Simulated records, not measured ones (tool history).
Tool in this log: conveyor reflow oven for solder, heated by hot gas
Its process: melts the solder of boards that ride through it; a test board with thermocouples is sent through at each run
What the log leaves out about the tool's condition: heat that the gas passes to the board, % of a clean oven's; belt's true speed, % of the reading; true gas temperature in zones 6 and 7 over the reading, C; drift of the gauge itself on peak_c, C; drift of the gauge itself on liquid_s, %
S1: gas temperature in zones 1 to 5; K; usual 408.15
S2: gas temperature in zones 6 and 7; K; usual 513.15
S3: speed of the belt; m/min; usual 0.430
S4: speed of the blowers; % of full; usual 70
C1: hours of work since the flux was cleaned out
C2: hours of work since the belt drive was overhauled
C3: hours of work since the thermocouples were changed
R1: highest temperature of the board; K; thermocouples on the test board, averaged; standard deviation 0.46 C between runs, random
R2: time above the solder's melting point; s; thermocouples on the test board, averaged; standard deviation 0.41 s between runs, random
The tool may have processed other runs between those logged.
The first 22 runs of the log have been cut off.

run,day,S1,S2,S3,S4,C1,C2,C3,R1,R2
23,8.542,404.15,519.15,0.399,58,238,238,371,498.05,83.4
24,8.958,404.15,519.15,0.399,58,245,245,377,498.15,83.5
25,9.458,404.15,519.15,0.399,58,253,253,386,498.65,83.5
26,9.708,404.15,519.15,0.399,58,257,257,390,498.25,83.0
27,10.042,408.15,513.15,0.445,70,262,262,395,492.85,70.7
28,10.538,406.15,513.15,0.353,70,270,270,403,499.65,97.0
29,11.038,406.15,513.15,0.353,70,278,278,411,499.25,97.9
30,11.475,406.15,513.15,0.353,70,286,286,418,499.45,96.3

Here are 3 independent what-if runs from the current tool condition. What would each one return?
A,11.846,418.15,518.15,0.344,70,292,292,424,?,?
B,11.846,406.15,513.15,0.418,70,292,292,424,?,?
C,11.846,394.15,505.15,0.439,70,292,292,424,?,?

run,R1,R2
A,505.35,111.1
B,493.95,76.1
C,483.95,57.6
The same runs, with their run-to-run variation unchanged, on a tool lacking any hidden condition would have given:
run,R1,R2
A,508.05,112.5
B,497.15,78.9
C,487.35,61.7
